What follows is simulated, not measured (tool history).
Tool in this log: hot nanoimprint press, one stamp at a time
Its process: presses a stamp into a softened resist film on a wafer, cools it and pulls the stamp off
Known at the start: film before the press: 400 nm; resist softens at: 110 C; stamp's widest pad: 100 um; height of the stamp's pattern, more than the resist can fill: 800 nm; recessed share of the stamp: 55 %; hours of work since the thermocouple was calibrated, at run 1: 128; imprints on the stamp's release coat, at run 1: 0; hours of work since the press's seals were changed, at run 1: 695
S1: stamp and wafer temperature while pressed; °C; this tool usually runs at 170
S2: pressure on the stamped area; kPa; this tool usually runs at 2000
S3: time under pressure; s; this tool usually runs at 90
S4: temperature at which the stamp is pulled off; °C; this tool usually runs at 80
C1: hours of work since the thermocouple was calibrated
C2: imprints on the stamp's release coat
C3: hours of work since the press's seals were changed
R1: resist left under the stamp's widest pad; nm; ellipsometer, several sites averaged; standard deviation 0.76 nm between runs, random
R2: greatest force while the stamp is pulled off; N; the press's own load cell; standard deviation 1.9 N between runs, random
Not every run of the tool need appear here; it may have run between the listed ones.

| run | hour | S1 | S2 | S3 | S4 | C1 | C2 | C3 | R1 | R2 |
|---|---|---|---|---|---|---|---|---|---|---|
| 1 | 0 | 170 | 2000 | 90 | 80 | 128 | 0 | 695 | 210.7 | 99 |
| 2 | 40.1 | 179 | 2000 | 90 | 80 | 150 | 167 | 717 | 146.8 | 97 |
| 3 | 95.6 | 170 | 2000 | 90 | 80 | 180 | 398 | 746 | 210.3 | 95 |
| 4 | 145.6 | 170 | 2000 | 90 | 80 | 206 | 605 | 773 | 210.1 | 96 |
| 5 | 176.3 | 170 | 2000 | 90 | 71 | 223 | 733 | 790 | 210.9 | 101 |
| 6 | 213.9 | 170 | 2000 | 90 | 71 | 243 | 889 | 810 | 210.9 | 99 |
| 7 | 258.5 | 170 | 2000 | 90 | 71 | 267 | 1075 | 834 | 210.5 | 100 |
|  | 279.3 | stamp cleaned and given a new release coat |
| 8 | 296.6 | 170 | 2000 | 90 | 80 | 284 | 72 | 851 | 212.6 | 94 |
| 9 | 342.8 | 170 | 2000 | 90 | 80 | 309 | 264 | 876 | 212.5 | 95 |
| 10 | 393.9 | 164 | 2000 | 90 | 80 | 336 | 476 | 903 | 261.6 | 97 |
| 11 | 431.6 | 170 | 2000 | 158 | 80 | 356 | 633 | 923 | 171.2 | 97 |
| 12 | 469.1 | 170 | 2000 | 90 | 80 | 376 | 789 | 943 | 210.4 | 94 |
| 13 | 523 | 170 | 2000 | 90 | 80 | 405 | 1013 | 972 | 211.1 | 97 |
|  | 546.9 | plate thermocouple calibrated |
|  | 561.4 | stamp cleaned and given a new release coat |
| 14 | 587.7 | 170 | 2000 | 90 | 80 | 19 | 109 | 1002 | 211.3 | 96 |
| 15 | 634.4 | 170 | 2000 | 90 | 80 | 44 | 303 | 1027 | 212.1 | 100 |
| 16 | 677.7 | 171 | 2000 | 90 | 80 | 67 | 483 | 1050 | 201.5 | 96 |
| 17 | 740 | 160 | 2000 | 105 | 72 | 100 | 742 | 1083 | 287 | 101 |
| 18 | 769.1 | 161 | 2000 | 123 | 72 | 116 | 863 | 1099 | 267.4 | 102 |
|  | 815.6 | press's hydraulic seals changed and the load cell set to zero |
| 19 | 831.4 | 178 | 2910 | 64 | 72 | 145 | 1088 | 8 | 147.7 | 101 |
|  | 847.3 | stamp cleaned and given a new release coat |
| 20 | 887.5 | 178 | 1240 | 64 | 72 | 172 | 167 | 35 | 214.7 | 101 |
| 21 | 949.7 | 178 | 1240 | 64 | 72 | 205 | 425 | 69 | 215.8 | 102 |
| 22 | 1001 | 170 | 1800 | 136 | 74 | 232 | 638 | 96 | 188.9 | 103 |
| 23 | 1053.2 | 170 | 2620 | 90 | 69 | 260 | 855 | 124 | 189.5 | 104 |
| 24 | 1114.6 | 170 | 2620 | 90 | 69 | 293 | 1110 | 157 | 189.8 | 102 |
|  | 1125.1 | stamp cleaned and given a new release coat |
| 25 | 1165.9 | 170 | 2620 | 90 | 69 | 318 | 170 | 181 | 188.1 | 106 |
| 26 | 1215 | 170 | 2620 | 90 | 69 | 344 | 374 | 207 | 187.3 | 103 |
| 27 | 1254.7 | 170 | 2620 | 90 | 69 | 365 | 539 | 229 | 187.6 | 101 |
| 28 | 1303 | 170 | 2620 | 90 | 69 | 391 | 739 | 255 | 189.3 | 101 |

Predict each of these 3 candidate next runs independently; none follows another, all start after run 28:
| A | 1341 | 158 | 2620 | 90 | 69 | 411 | 897 | 275 | ? | ? |
| B | 1341 | 170 | 1510 | 71 | 84 | 411 | 897 | 275 | ? | ? |
| C | 1341 | 170 | 1920 | 90 | 69 | 411 | 897 | 275 | ? | ? |

| run | R1 | R2 |
|---|---|---|
| A | 295.4 | 102 |
| B | 252.8 | 95 |
| C | 214.7 | 104 |
The same runs, with their run-to-run variation unchanged, on a tool lacking any hidden condition would have given:
| run | R1 | R2 |
|---|---|---|
| A | 295 | 101 |
| B | 252.4 | 94 |
| C | 214.3 | 104 |
